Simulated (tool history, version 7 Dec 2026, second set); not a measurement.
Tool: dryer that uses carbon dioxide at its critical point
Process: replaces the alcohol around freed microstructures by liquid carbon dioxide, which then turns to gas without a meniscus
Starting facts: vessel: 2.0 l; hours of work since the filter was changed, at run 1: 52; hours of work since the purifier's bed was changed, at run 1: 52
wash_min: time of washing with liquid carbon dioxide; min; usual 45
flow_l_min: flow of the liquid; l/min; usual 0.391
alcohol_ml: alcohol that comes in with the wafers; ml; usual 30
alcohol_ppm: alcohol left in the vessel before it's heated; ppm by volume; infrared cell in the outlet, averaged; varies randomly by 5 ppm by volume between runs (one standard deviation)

| run | hour | wash_min | flow_l_min | alcohol_ml | hours of work since the filter was changed | hours of work since the purifier's bed was changed | alcohol_ppm |
|---|---|---|---|---|---|---|---|
| 1 | 0 | 45 | 0.391 | 30 | 52 | 52 | 21 |
| 2 | 24.4 | 45 | 0.391 | 61 | 63 | 63 | 36 |
| 3 | 47.8 | 45 | 0.391 | 61 | 74 | 74 | 43 |
| 4 | 64.7 | 45 | 0.391 | 61 | 82 | 82 | 48 |
| 5 | 81 | 45 | 0.391 | 61 | 90 | 90 | 47 |
| 6 | 103.3 | 31 | 0.391 | 61 | 100 | 100 | 347 |
| 7 | 124.7 | 45 | 0.391 | 30 | 110 | 110 | 35 |
| 8 | 149.8 | 45 | 0.27 | 30 | 122 | 122 | 197 |
| 9 | 179.4 | 54 | 0.391 | 30 | 136 | 136 | 13 |
| 10 | 205.6 | 45 | 0.567 | 30 | 148 | 148 | 15 |
| 11 | 226.7 | 45 | 0.567 | 30 | 158 | 158 | 21 |
| 12 | 252.7 | 45 | 0.391 | 30 | 170 | 170 | 40 |
| 13 | 279.8 | 33 | 0.391 | 30 | 183 | 183 | 194 |
| 14 | 309.2 | 33 | 0.391 | 55 | 197 | 197 | 358 |
| 15 | 330.4 | 33 | 0.391 | 55 | 207 | 207 | 394 |
| 16 | 348.7 | 45 | 0.391 | 30 | 215 | 215 | 61 |
|  | 351.6 | inlet filter changed |
| 17 | 363.7 | 34 | 0.391 | 30 | 6 | 222 | 75 |
| 18 | 376.9 | 34 | 0.391 | 30 | 12 | 228 | 74 |
| 19 | 393 | 45 | 0.391 | 30 | 19 | 236 | 33 |
| 20 | 416.8 | 45 | 0.391 | 120 | 31 | 247 | 74 |
| 21 | 441.6 | 45 | 0.391 | 120 | 42 | 258 | 69 |
| 22 | 461.3 | 45 | 0.391 | 120 | 51 | 268 | 78 |
| 23 | 482.1 | 31 | 0.391 | 120 | 61 | 277 | 573 |
| 24 | 507.3 | 45 | 0.391 | 60 | 73 | 289 | 59 |
| 25 | 526.9 | 45 | 0.359 | 30 | 82 | 298 | 53 |
| 26 | 540.3 | 28 | 0.327 | 21 | 88 | 305 | 358 |
| 27 | 558.8 | 45 | 0.412 | 59 | 97 | 313 | 50 |
| 28 | 578.8 | 50 | 0.496 | 26 | 106 | 323 | 23 |
| 29 | 601.3 | 45 | 0.301 | 80 | 117 | 333 | 316 |
| 30 | 623.7 | 28 | 0.375 | 75 | 127 | 344 | 852 |
| 31 | 653.4 | 33 | 0.391 | 30 | 141 | 358 | 174 |
| 32 | 671.4 | 30 | 0.506 | 38 | 150 | 366 | 98 |
| 33 | 698.2 | 30 | 0.506 | 38 | 162 | 379 | 112 |
| 34 | 716.9 | 48 | 0.255 | 45 | 171 | 387 | 356 |
| 35 | 740.1 | 59 | 0.255 | 86 | 182 | 398 | 278 |
| 36 | 757.8 | 70 | 0.66 | 74 | 190 | 406 | 22 |

For run 37, what comes out?
| 37 | 785.7 | 70 | 0.66 | 74 | 203 | 419 | ? |

alcohol_ppm: 24 ppm by volume
Were there no unlogged condition in the tool, this run, its random variation unchanged, would have produced alcohol_ppm 3 ppm by volume.
